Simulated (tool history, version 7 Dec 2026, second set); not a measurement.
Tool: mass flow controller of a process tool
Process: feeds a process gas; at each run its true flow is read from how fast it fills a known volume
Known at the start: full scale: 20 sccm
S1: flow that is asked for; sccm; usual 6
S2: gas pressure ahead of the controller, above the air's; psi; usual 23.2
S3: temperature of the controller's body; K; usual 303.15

Run 1, hour 0: usual settings. Result: true flow (%) 98.39.
Run 2, hour 99.5: usual settings. Result: true flow (%) 98.31.
Run 3, hour 201.7: usual settings. Result: true flow (%) 98.3.
Run 4, hour 292.3: usual settings. Result: true flow (%) 98.17.
Run 5, hour 345.9: usual settings. Result: true flow (%) 98.
Run 6, hour 447.1: usual settings but S1 12 sccm. Result: true flow (%) 98.85.
Run 7, hour 559: usual settings. Result: true flow (%) 97.99.
Run 8, hour 655.5: usual settings. Result: true flow (%) 97.87.
Run 9, hour 710.1: usual settings but S3 307.15 K. Result: true flow (%) 97.96.
Run 10, hour 813.9: usual settings but S3 307.15 K. Result: true flow (%) 97.8.
Run 11, hour 903.2: usual settings but S3 307.15 K. Result: true flow (%) 97.76.
Run 12, hour 967.8: usual settings but S3 307.15 K. Result: true flow (%) 97.5.
Run 13, hour 1086.6: usual settings but S3 307.15 K. Result: true flow (%) 97.49.
Run 14, hour 1177.7: usual settings but S3 296.15 K. Result: true flow (%) 97.28.
Run 15, hour 1228.4: usual settings but S3 296.15 K. Result: true flow (%) 97.05.
Run 16, hour 1309.5: usual settings but S1 4 sccm, S2 35.8 psi, S3 294.15 K. Result: true flow (%) 96.33.
Run 17, hour 1384.4: usual settings but S1 12 sccm, S2 38.6 psi, S3 311.15 K. Result: true flow (%) 97.62.
Run 18, hour 1479.7: usual settings but S1 12 sccm, S2 38.6 psi, S3 311.15 K. Result: true flow (%) 97.48.
Run 19, hour 1601.1: usual settings but S1 4 sccm, S2 23.1 psi, S3 304.15 K. Result: true flow (%) 96.86.
Run 20, hour 1704.6: usual settings but S1 4 sccm, S2 23.1 psi. Result: true flow (%) 96.67.
Run 21, hour 1815.2: usual settings but S1 4 sccm, S2 23.1 psi. Result: true flow (%) 96.49.
Run 22, hour 1934.5: usual settings but S1 4 sccm, S2 23.1 psi. Result: true flow (%) 96.42.
Run 23, hour 2026.4: usual settings but S1 4 sccm, S2 23.1 psi, S3 312.15 K. Result: true flow (%) 96.64.
Run 24, hour 2114: usual settings but S1 14 sccm, S2 26.4 psi, S3 296.15 K. Result: true flow (%) 97.46.
Run 25, hour 2199.1: usual settings but S1 14 sccm, S2 33.4 psi, S3 296.15 K. Result: true flow (%) 97.
Run 26, hour 2276.3: usual settings but S2 27.8 psi, S3 310.15 K. Result: true flow (%) 96.33.
Run 27, hour 2394.7: usual settings but S2 27.8 psi, S3 310.15 K. Result: true flow (%) 96.34.
Run 28, hour 2510.9: usual settings but S2 21.5 psi, S3 310.15 K. Result: true flow (%) 96.53.

Measured less the same run without the tool's hidden state. The same run-to-run variation is in both; the gauge's scatter may not be:
The hidden state here: flow at rest that the sensor doesn't see, % of full scale; true flow over the shown one, %; drift of the gauge itself on true_pct, %.
run  true flow (%)
  1          -0.01
  2          -0.09
  3          -0.18
  4          -0.26
  5          -0.31
  6          -0.39
  7          -0.49
  8          -0.57
  9          -0.63
 10          -0.71
 11          -0.79
 12          -0.85
 13          -0.95
 14          -1.02
 15          -1.06
 16          -1.13
 17          -1.21
 18          -1.29
 19           -1.4
 20          -1.49
 21          -1.58
 22          -1.69
 23          -1.77
 24          -1.85
 25          -1.92
 26          -1.98
 27          -2.09
 28          -2.19
